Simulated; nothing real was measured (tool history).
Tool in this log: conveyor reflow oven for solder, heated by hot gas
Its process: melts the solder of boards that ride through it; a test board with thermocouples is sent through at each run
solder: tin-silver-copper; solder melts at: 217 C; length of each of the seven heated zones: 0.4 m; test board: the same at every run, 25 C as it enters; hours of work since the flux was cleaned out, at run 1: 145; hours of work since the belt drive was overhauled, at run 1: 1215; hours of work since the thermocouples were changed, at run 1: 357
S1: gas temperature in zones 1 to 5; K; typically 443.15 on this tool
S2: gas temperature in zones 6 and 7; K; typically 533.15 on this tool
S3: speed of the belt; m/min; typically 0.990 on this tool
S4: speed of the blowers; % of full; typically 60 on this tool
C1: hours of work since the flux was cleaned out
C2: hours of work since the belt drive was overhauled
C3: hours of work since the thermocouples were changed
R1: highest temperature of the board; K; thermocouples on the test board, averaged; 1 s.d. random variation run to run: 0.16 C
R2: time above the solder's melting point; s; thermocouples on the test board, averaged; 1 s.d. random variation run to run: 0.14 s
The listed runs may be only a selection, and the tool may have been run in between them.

Run 1, hour 0.0: usual settings; C1 145; C2 1215; C3 357. Result: R1 510.05 K, R2 25.0 s.
Run 2, hour 20.6: usual settings; C1 161; C2 1232; C3 373. Result: R1 509.55 K, R2 24.8 s.
Run 3, hour 40.5: usual settings; C1 177; C2 1248; C3 389. Result: R1 509.75 K, R2 24.3 s.
Run 4, hour 77.4: usual settings; C1 206; C2 1277; C3 418. Result: R1 509.25 K, R2 24.0 s.
Run 5, hour 96.4: usual settings but S2 545.15 K; C1 221; C2 1292; C3 434. Result: R1 519.15 K, R2 30.8 s.
At hour 109.8: flux residue cleaned out of gas plates and filters.
Run 6, hour 127.0: usual settings but S2 545.15 K; C1 14; C2 1312; C3 454. Result: R1 520.35 K, R2 32.1 s.
Run 7, hour 153.6: usual settings but S2 545.15 K; C1 35; C2 1333; C3 475. Result: R1 520.65 K, R2 31.7 s.
Run 8, hour 183.2: usual settings but S2 545.15 K; C1 58; C2 1357; C3 499. Result: R1 520.25 K, R2 32.1 s.
Run 9, hour 214.1: usual settings; C1 83; C2 1382; C3 523. Result: R1 510.05 K, R2 25.3 s.
Run 10, hour 232.4: usual settings; C1 97; C2 1396; C3 538. Result: R1 509.85 K, R2 25.0 s.
Run 11, hour 260.1: usual settings; C1 119; C2 1418; C3 560. Result: R1 509.85 K, R2 25.0 s.
Run 12, hour 287.6: usual settings but S2 522.15 K; C1 141; C2 1440; C3 581. Result: R1 501.15 K, R2 16.5 s.
At hour 294.3: belt drive overhauled, speed set with a stopwatch.
Run 13, hour 328.6: usual settings but S1 452.15 K, S2 532.15 K, S3 1.000 m/min, S4 78 % of full; C1 171; C2 27; C3 611. Result: R1 513.95 K, R2 30.7 s.
At hour 338.3: thermocouples of zones 6 and 7 changed.
Run 14, hour 370.2: usual settings but S1 440.15 K, S2 547.15 K, S3 0.823 m/min, S4 62 % of full; C1 202; C2 59; C3 25. Result: R1 528.45 K, R2 44.0 s.
At hour 385.1: belt drive overhauled, speed set with a stopwatch, once more.
At hour 411.9: flux residue cleaned out of gas plates and filters.
Run 15, hour 413.1: usual settings but S2 531.15 K, S3 1.012 m/min; C1 1; C2 18; C3 52. Result: R1 508.85 K, R2 23.2 s.
Run 16, hour 434.0: usual settings but S2 531.15 K, S3 1.012 m/min; C1 18; C2 35; C3 69. Result: R1 508.65 K, R2 22.8 s.

Forecast run 17:
Run 17, hour 458.5: usual settings but S2 531.15 K, S3 1.025 m/min; C1 37; C2 54; C3 88. Result: R1 ?, R2 ?.

Run 17 produced R1 507.75 K, R2 21.9 s.
Had the tool carried no hidden state, the very same run would have given R1 508.45 K, R2 22.4 s.

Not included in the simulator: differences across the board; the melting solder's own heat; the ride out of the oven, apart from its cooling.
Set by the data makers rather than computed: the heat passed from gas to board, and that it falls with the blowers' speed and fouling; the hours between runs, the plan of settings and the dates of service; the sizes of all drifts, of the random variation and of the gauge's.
